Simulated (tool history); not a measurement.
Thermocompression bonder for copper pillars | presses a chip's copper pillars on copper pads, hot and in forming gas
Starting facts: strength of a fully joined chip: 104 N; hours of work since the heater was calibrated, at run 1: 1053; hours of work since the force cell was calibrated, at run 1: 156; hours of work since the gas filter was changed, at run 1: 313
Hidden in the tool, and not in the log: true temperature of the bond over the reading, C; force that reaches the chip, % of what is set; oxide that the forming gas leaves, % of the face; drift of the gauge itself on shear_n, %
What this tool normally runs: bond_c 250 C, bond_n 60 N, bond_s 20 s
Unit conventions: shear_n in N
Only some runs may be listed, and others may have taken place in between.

run,hour,bond_c,bond_n,bond_s,hours of work since the heater was calibrated,hours of work since the force cell was calibrated,hours of work since the gas filter was changed,shear_n
1,0,250,60,20,1053,156,313,53.1
2,37.5,250,60,20,1069,173,329,52
3,59.3,250,60,22,1079,182,339,53.5
4,82.4,250,60,22,1089,192,349,53.6
5,105.4,250,60,22,1099,202,359,52.9
6,140.1,250,60,22,1114,218,374,53.4
7,163.1,250,60,22,1124,228,385,53.4
8,179.1,250,60,22,1131,235,391,53.4
# hour 196.2: heater calibrated with a thermocouple chip
9,214.5,250,60,22,8,249,406,48.3
10,249.1,267,60,26,23,264,421,60

Forecast each of these 4 alternatives for the next run:
A,285.1,250,60,57,39,280,437,?
B,285.1,267,39,46,39,280,437,?
C,285.1,250,66,20,39,280,437,?
D,285.1,241,78,35,39,280,437,?

run,shear_n
A,64.4
B,53
C,49.9
D,60.9
Without the tool's unlogged condition, the same runs would have read:
run,shear_n
A,69.8
B,57.4
C,54
D,65.9

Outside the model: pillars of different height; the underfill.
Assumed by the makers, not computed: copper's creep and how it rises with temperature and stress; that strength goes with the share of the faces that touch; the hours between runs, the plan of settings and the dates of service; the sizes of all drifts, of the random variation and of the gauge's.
